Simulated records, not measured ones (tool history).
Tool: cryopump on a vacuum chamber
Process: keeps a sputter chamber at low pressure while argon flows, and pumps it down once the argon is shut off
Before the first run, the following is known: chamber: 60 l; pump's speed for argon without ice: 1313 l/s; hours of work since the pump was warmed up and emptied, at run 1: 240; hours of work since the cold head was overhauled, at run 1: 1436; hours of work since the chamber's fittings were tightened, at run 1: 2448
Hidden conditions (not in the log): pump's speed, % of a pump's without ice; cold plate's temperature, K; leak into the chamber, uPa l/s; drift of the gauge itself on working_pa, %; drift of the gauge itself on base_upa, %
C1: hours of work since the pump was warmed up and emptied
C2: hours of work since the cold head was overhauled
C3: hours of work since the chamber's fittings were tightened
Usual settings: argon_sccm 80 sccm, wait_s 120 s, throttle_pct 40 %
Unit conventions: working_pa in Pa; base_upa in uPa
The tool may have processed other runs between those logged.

{"run": 1, "hour": 0.0, "argon_sccm": 80, "wait_s": 120, "throttle_pct": 40, "C1": 240, "C2": 1436, "C3": 2448, "working_pa": 0.2842, "base_upa": 3.04}
{"run": 2, "hour": 60.3, "argon_sccm": 80, "wait_s": 75, "throttle_pct": 40, "C1": 274, "C2": 1471, "C3": 2483, "working_pa": 0.2881, "base_upa": 3.37}
{"run": 3, "hour": 97.4, "argon_sccm": 80, "wait_s": 120, "throttle_pct": 40, "C1": 296, "C2": 1492, "C3": 2504, "working_pa": 0.2911, "base_upa": 3.17}
{"run": 4, "hour": 158.9, "argon_sccm": 80, "wait_s": 120, "throttle_pct": 40, "C1": 331, "C2": 1527, "C3": 2539, "working_pa": 0.2964, "base_upa": 3.41}
{"run": 5, "hour": 218.7, "argon_sccm": 80, "wait_s": 120, "throttle_pct": 19, "C1": 365, "C2": 1561, "C3": 2573, "working_pa": 0.5893, "base_upa": 3.63}
{"hour": 227.4, "done": "pump warmed up, emptied and cooled again"}
{"run": 6, "hour": 295.1, "argon_sccm": 80, "wait_s": 120, "throttle_pct": 40, "C1": 39, "C2": 1602, "C3": 2614, "working_pa": 0.264, "base_upa": 2.83}
{"run": 7, "hour": 377.0, "argon_sccm": 80, "wait_s": 120, "throttle_pct": 19, "C1": 86, "C2": 1649, "C3": 2661, "working_pa": 0.5518, "base_upa": 2.92}
{"run": 8, "hour": 417.8, "argon_sccm": 80, "wait_s": 120, "throttle_pct": 40, "C1": 109, "C2": 1672, "C3": 2684, "working_pa": 0.2694, "base_upa": 2.94}
{"run": 9, "hour": 477.6, "argon_sccm": 80, "wait_s": 120, "throttle_pct": 40, "C1": 143, "C2": 1706, "C3": 2718, "working_pa": 0.273, "base_upa": 3.07}
{"run": 10, "hour": 548.8, "argon_sccm": 80, "wait_s": 120, "throttle_pct": 25, "C1": 184, "C2": 1747, "C3": 2759, "working_pa": 0.432, "base_upa": 3.32}
{"run": 11, "hour": 584.7, "argon_sccm": 80, "wait_s": 120, "throttle_pct": 25, "C1": 204, "C2": 1767, "C3": 2780, "working_pa": 0.4329, "base_upa": 3.27}
{"run": 12, "hour": 642.7, "argon_sccm": 80, "wait_s": 120, "throttle_pct": 52, "C1": 237, "C2": 1801, "C3": 2813, "working_pa": 0.2278, "base_upa": 3.49}
{"run": 13, "hour": 716.5, "argon_sccm": 80, "wait_s": 120, "throttle_pct": 52, "C1": 280, "C2": 1843, "C3": 2855, "working_pa": 0.2303, "base_upa": 3.48}
{"run": 14, "hour": 761.3, "argon_sccm": 80, "wait_s": 120, "throttle_pct": 31, "C1": 305, "C2": 1868, "C3": 2880, "working_pa": 0.3675, "base_upa": 3.75}
{"run": 15, "hour": 818.3, "argon_sccm": 80, "wait_s": 99, "throttle_pct": 40, "C1": 338, "C2": 1901, "C3": 2913, "working_pa": 0.2968, "base_upa": 3.8}
{"run": 16, "hour": 868.2, "argon_sccm": 80, "wait_s": 99, "throttle_pct": 40, "C1": 366, "C2": 1929, "C3": 2942, "working_pa": 0.3005, "base_upa": 4.2}
{"hour": 881.0, "done": "pump warmed up, emptied and cooled again"}
{"run": 17, "hour": 957.8, "argon_sccm": 80, "wait_s": 99, "throttle_pct": 40, "C1": 44, "C2": 1978, "C3": 2990, "working_pa": 0.2648, "base_upa": 3.13}
{"run": 18, "hour": 1040.2, "argon_sccm": 127, "wait_s": 49, "throttle_pct": 40, "C1": 91, "C2": 2025, "C3": 3037, "working_pa": 0.4287, "base_upa": 3.69}
{"hour": 1072.3, "done": "leaking fittings of the chamber tightened, without venting"}
{"run": 19, "hour": 1110.6, "argon_sccm": 74, "wait_s": 164, "throttle_pct": 36, "C1": 130, "C2": 2064, "C3": 22, "working_pa": 0.2766, "base_upa": 0.51}
{"run": 20, "hour": 1179.0, "argon_sccm": 74, "wait_s": 187, "throttle_pct": 22, "C1": 169, "C2": 2103, "C3": 61, "working_pa": 0.4506, "base_upa": 0.56}
{"run": 21, "hour": 1257.9, "argon_sccm": 74, "wait_s": 187, "throttle_pct": 22, "C1": 214, "C2": 2148, "C3": 106, "working_pa": 0.4541, "base_upa": 0.66}
{"run": 22, "hour": 1320.0, "argon_sccm": 74, "wait_s": 187, "throttle_pct": 22, "C1": 250, "C2": 2184, "C3": 142, "working_pa": 0.4587, "base_upa": 0.64}
{"run": 23, "hour": 1384.4, "argon_sccm": 74, "wait_s": 187, "throttle_pct": 22, "C1": 287, "C2": 2220, "C3": 178, "working_pa": 0.4628, "base_upa": 0.76}
{"run": 24, "hour": 1467.8, "argon_sccm": 41, "wait_s": 269, "throttle_pct": 19, "C1": 334, "C2": 2268, "C3": 226, "working_pa": 0.2983, "base_upa": 0.74}
{"hour": 1533.1, "done": "pump warmed up, emptied and cooled again"}
{"run": 25, "hour": 1537.2, "argon_sccm": 44, "wait_s": 90, "throttle_pct": 40, "C1": 2, "C2": 2305, "C3": 263, "working_pa": 0.1456, "base_upa": 0.93}
{"run": 26, "hour": 1576.4, "argon_sccm": 74, "wait_s": 120, "throttle_pct": 35, "C1": 25, "C2": 2327, "C3": 285, "working_pa": 0.2776, "base_upa": 0.82}
{"run": 27, "hour": 1617.9, "argon_sccm": 74, "wait_s": 40, "throttle_pct": 35, "C1": 48, "C2": 2351, "C3": 309, "working_pa": 0.2794, "base_upa": 1.61}
{"run": 28, "hour": 1665.2, "argon_sccm": 74, "wait_s": 40, "throttle_pct": 35, "C1": 76, "C2": 2378, "C3": 336, "working_pa": 0.2814, "base_upa": 1.63}
{"run": 29, "hour": 1705.2, "argon_sccm": 55, "wait_s": 46, "throttle_pct": 27, "C1": 98, "C2": 2401, "C3": 359, "working_pa": 0.2706, "base_upa": 1.52}
{"run": 30, "hour": 1768.0, "argon_sccm": 87, "wait_s": 31, "throttle_pct": 58, "C1": 134, "C2": 2437, "C3": 395, "working_pa": 0.212, "base_upa": 2.08}
{"run": 31, "hour": 1811.7, "argon_sccm": 87, "wait_s": 31, "throttle_pct": 58, "C1": 159, "C2": 2462, "C3": 420, "working_pa": 0.2127, "base_upa": 2.12}
{"run": 32, "hour": 1885.9, "argon_sccm": 87, "wait_s": 31, "throttle_pct": 58, "C1": 202, "C2": 2504, "C3": 462, "working_pa": 0.2181, "base_upa": 2.14}
{"run": 33, "hour": 1966.2, "argon_sccm": 87, "wait_s": 185, "throttle_pct": 58, "C1": 248, "C2": 2550, "C3": 508, "working_pa": 0.2256, "base_upa": 1.04}
{"run": 34, "hour": 2008.3, "argon_sccm": 135, "wait_s": 185, "throttle_pct": 18, "C1": 272, "C2": 2574, "C3": 532, "working_pa": 1.0159, "base_upa": 1.12}

Each row is a separate what-if for the run after 34, all from the same tool condition, not one after another. Results?
{"run": "A", "hour": 2089.6, "argon_sccm": 135, "wait_s": 65, "throttle_pct": 37, "C1": 318, "C2": 2621, "C3": 579, "working_pa": "?", "base_upa": "?"}
{"run": "B", "hour": 2089.6, "argon_sccm": 80, "wait_s": 120, "throttle_pct": 57, "C1": 318, "C2": 2621, "C3": 579, "working_pa": "?", "base_upa": "?"}
{"run": "C", "hour": 2089.6, "argon_sccm": 151, "wait_s": 185, "throttle_pct": 18, "C1": 318, "C2": 2621, "C3": 579, "working_pa": "?", "base_upa": "?"}

run=A working_pa=0.5376 base_upa=1.68
run=B working_pa=0.2211 base_upa=1.36
run=C working_pa=1.1429 base_upa=1.19
With the hidden condition removed and each run's random variation left untouched, the same runs would have given:
run=A working_pa=0.4709 base_upa=0.92
run=B working_pa=0.1815 base_upa=0.6
run=C working_pa=1.0691 base_upa=0.45
